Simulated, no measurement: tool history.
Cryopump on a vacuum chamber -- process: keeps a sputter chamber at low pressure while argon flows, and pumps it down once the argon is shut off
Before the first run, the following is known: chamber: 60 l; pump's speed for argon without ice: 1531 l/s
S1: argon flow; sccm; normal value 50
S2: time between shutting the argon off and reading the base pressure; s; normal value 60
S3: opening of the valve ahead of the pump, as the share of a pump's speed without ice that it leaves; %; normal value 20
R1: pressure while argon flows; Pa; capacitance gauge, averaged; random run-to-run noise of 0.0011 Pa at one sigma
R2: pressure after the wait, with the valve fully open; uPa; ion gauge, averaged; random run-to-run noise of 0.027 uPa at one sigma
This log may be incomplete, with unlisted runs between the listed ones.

run   hour  S1  S2  S3      R1    R2
  1    0.0  50  60  20  0.2822  1.40
  2   34.0  50  60  20  0.2830  1.44
  3   83.4  50  60  44  0.1337  1.50
  4  106.5  50  60  44  0.1324  1.49
  5  132.7  35  60  20  0.1991  1.53
  6  165.8  35  60  20  0.1995  1.59
  7  214.1  50  60  20  0.2853  1.67
  8  250.0  41  60  20  0.2324  1.71
  9  272.7  41  60  20  0.2337  1.66
 10  319.6  41  60  20  0.2350  1.73
 11  341.9  41  60  20  0.2369  1.75
 12  376.3  49  60  20  0.2792  1.77
 13  407.2  50  60  20  0.2859  1.78
 14  436.2  50  60  20  0.2876  1.86
 15  476.0  50  60  20  0.2886  1.82
 16  521.3  27  60  20  0.1557  1.88
 17  554.0  27  60  20  0.1558  1.92
 18  579.2  27  60  20  0.1560  1.96

What will run 19 give?
 19  605.4  27  60  20   ?   ?

{"run 19": {"R1": 0.1573, "R2": 2.0}}
Had the tool carried no hidden state, the very same run would have given R1 0.1498 Pa, R2 1.21 uPa.

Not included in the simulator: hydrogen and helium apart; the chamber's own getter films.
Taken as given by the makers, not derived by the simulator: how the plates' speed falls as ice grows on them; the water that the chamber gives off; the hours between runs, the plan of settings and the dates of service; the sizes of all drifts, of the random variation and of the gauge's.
